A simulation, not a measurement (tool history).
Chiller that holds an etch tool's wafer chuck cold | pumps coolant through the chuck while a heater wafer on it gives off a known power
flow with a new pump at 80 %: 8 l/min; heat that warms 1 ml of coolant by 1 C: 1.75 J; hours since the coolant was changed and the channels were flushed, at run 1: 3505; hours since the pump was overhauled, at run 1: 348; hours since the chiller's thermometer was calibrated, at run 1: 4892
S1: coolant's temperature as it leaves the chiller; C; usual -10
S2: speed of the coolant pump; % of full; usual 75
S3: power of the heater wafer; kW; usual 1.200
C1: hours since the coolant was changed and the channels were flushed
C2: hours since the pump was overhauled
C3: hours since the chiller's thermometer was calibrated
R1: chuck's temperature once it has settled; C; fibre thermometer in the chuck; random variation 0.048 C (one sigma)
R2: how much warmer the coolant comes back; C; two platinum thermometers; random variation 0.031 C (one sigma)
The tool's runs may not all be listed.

run   hour   S1  S2     S3    C1   C2    C3     R1    R2
  1    0.0  -10  75  1.200  3505  348  4892  -0.72  5.60
  2   23.5  -10  75  1.200  3528  372  4915  -0.71  5.52
  3   38.7  -10  75  1.200  3544  387  4931  -0.75  5.58
  4   56.5  -11  75  1.200  3561  405  4948  -1.78  5.50
  5   72.6  -10  75  1.200  3578  421  4964  -0.78  5.54
  6  102.8  -10  75  1.200  3608  451  4995  -0.83  5.55
  7  116.3  -10  75  1.200  3621  464  5008  -0.88  5.58
  8  138.6  -10  75  1.200  3644  487  5030  -0.90  5.56
  9  166.9  -10  80  1.200  3672  515  5059  -1.31  5.20
 10  195.6  -10  80  1.200  3701  544  5087  -1.25  5.17
 11  215.9   -6  64  0.907  3721  564  5108   1.95  5.00
 12  247.5   -2  81  0.907  3752  596  5139   4.59  3.92
 13  268.5   -2  81  0.907  3773  617  5160   4.58  3.96
 14  287.6  -15  95  1.135  3793  636  5179  -7.90  4.16
 15  303.2  -15  95  1.135  3808  651  5195  -7.88  4.13
 16  320.8   -9  75  1.261  3826  669  5213   0.57  5.93
 17  335.8   -1  72  0.967  3841  684  5228   6.70  4.77

Forecast each of these 4 alternatives for the next run:
  A  357.5  -10  75  0.871  3862  706  5249   ?   ?
  B  357.5  -20  72  1.299  3862  706  5249   ?   ?
  C  357.5   -1  90  0.713  3862  706  5249   ?   ?
  D  357.5  -12  90  1.608  3862  706  5249   ?   ?

run     R1    R2
  A  -3.28  4.11
  B  -9.67  6.32
  C   3.68  2.85
  D  -1.35  6.19
Without the tool's hidden state the same runs would have given:
run     R1    R2
  A  -3.28  4.00
  B  -9.67  6.20
  C   3.68  2.74
  D  -1.36  6.07
